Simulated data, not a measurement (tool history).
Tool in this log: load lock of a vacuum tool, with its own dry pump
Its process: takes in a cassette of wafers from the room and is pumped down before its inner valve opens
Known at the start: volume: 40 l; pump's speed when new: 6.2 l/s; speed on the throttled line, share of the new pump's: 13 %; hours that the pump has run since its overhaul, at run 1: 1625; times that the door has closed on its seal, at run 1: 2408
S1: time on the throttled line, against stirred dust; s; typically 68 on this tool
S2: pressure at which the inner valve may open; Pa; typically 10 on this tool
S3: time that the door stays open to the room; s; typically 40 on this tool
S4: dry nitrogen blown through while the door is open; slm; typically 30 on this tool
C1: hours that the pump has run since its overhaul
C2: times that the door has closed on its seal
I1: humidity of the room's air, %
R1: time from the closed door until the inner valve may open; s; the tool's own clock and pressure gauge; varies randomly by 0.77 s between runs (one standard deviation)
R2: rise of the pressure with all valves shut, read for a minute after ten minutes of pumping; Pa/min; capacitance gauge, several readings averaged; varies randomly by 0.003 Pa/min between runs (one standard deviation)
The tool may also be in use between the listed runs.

run 1 hour=0.0 | S1=68 S2=10 S3=40 S4=30 | C1=1625 C2=2408 | I1=46.4 | R1=118.7 R2=0.007
run 2 hour=167.5 | S1=68 S2=10 S3=48 S4=30 | C1=1792 C2=2954 | I1=44.7 | R1=119.6 R2=0.007
run 3 hour=361.3 | S1=68 S2=10 S3=40 S4=30 | C1=1986 C2=3586 | I1=45.8 | R1=119.1 R2=0.008
run 4 hour=552.3 | S1=68 S2=13 S3=40 S4=30 | C1=2177 C2=4209 | I1=46.2 | R1=118.1 R2=0.011
run 5 hour=908.2 | S1=68 S2=10 S3=40 S4=30 | C1=2533 C2=5369 | I1=42.9 | R1=119.2 R2=0.007
run 6 hour=1243.1 | S1=68 S2=10 S3=40 S4=30 | C1=2868 C2=6461 | I1=46.9 | R1=118.8 R2=0.010
run 7 hour=1429.1 | S1=68 S2=10 S3=40 S4=30 | C1=3054 C2=7068 | I1=44.3 | R1=118.9 R2=0.013
run 8 hour=1765.7 | S1=68 S2=10 S3=40 S4=30 | C1=3390 C2=8165 | I1=46.0 | R1=118.0 R2=0.006
run 9 hour=2038.4 | S1=79 S2=10 S3=40 S4=30 | C1=3663 C2=9054 | I1=44.7 | R1=128.1 R2=0.012
run 10 hour=2388.8 | S1=79 S2=10 S3=40 S4=30 | C1=4014 C2=10197 | I1=46.9 | R1=129.2 R2=0.011
run 11 hour=2590.5 | S1=79 S2=10 S3=40 S4=30 | C1=4215 C2=10855 | I1=46.7 | R1=128.9 R2=0.015
run 12 hour=2897.4 | S1=79 S2=10 S3=40 S4=30 | C1=4522 C2=11855 | I1=45.1 | R1=127.4 R2=0.013
run 13 hour=3281.1 | S1=79 S2=10 S3=40 S4=30 | C1=4906 C2=13106 | I1=45.5 | R1=127.3 R2=0.009
run 14 hour=3437.5 | S1=79 S2=10 S3=40 S4=30 | C1=5062 C2=13616 | I1=45.1 | R1=128.3 R2=0.008
run 15 hour=3693.8 | S1=79 S2=10 S3=40 S4=44 | C1=5319 C2=14452 | I1=42.0 | R1=129.1 R2=0.009
run 16 hour=3991.6 | S1=79 S2=10 S3=40 S4=44 | C1=5616 C2=15423 | I1=46.3 | R1=129.3 R2=0.012
run 17 hour=4238.8 | S1=79 S2=10 S3=40 S4=44 | C1=5864 C2=16229 | I1=48.9 | R1=127.9 R2=0.019
run 18 hour=4443.6 | S1=68 S2=10 S3=40 S4=30 | C1=6068 C2=16897 | I1=43.2 | R1=118.5 R2=0.012
run 19 hour=4675.3 | S1=72 S2=7 S3=120 S4=5 | C1=6300 C2=17652 | I1=46.0 | R1=125.7 R2=0.031
run 20 hour=4969.9 | S1=72 S2=7 S3=120 S4=5 | C1=6595 C2=18613 | I1=44.6 | R1=124.1 R2=0.020
run 21 hour=5320.4 | S1=68 S2=10 S3=171 S4=30 | C1=6945 C2=19756 | I1=43.4 | R1=119.0 R2=0.011
run 22 hour=5493.6 | S1=68 S2=10 S3=127 S4=30 | C1=7118 C2=20321 | I1=45.5 | R1=117.8 R2=0.012
run 23 hour=5751.3 | S1=68 S2=10 S3=40 S4=44 | C1=7376 C2=21161 | I1=43.7 | R1=118.5 R2=0.010
run 24 hour=6138.0 | S1=68 S2=10 S3=40 S4=44 | C1=7763 C2=22422 | I1=43.2 | R1=119.3 R2=0.009
run 25 hour=6309.9 | S1=68 S2=10 S3=26 S4=6 | C1=7935 C2=22982 | I1=45.3 | R1=117.9 R2=0.018
run 26 hour=6622.6 | S1=68 S2=10 S3=182 S4=6 | C1=8247 C2=24002 | I1=45.5 | R1=118.9 R2=0.031
run 27 hour=6786.3 | S1=68 S2=10 S3=182 S4=6 | C1=8411 C2=24536 | I1=43.1 | R1=119.4 R2=0.031
run 28 hour=6969.6 | S1=68 S2=10 S3=182 S4=6 | C1=8594 C2=25133 | I1=42.0 | R1=118.4 R2=0.027
run 29 hour=7315.3 | S1=68 S2=10 S3=182 S4=6 | C1=8940 C2=26261 | I1=44.6 | R1=118.9 R2=0.028
run 30 hour=7500.1 | S1=68 S2=10 S3=182 S4=4 | C1=9125 C2=26863 | I1=44.6 | R1=117.7 R2=0.035
run 31 hour=7799.1 | S1=96 S2=10 S3=49 S4=30 | C1=9424 C2=27838 | I1=45.0 | R1=144.9 R2=0.013

Run 32, settings as shown, results not yet in. Your forecast:
run 32 hour=8125.7 | S1=47 S2=10 S3=28 S4=30 | C1=9750 C2=28903 | I1=44.1 | R1=? R2=?

R1: 100.9 s
R2: 0.009 Pa/min
Without the tool's hidden state the same run would have given R1 100.8 s, R2 0.007 Pa/min.
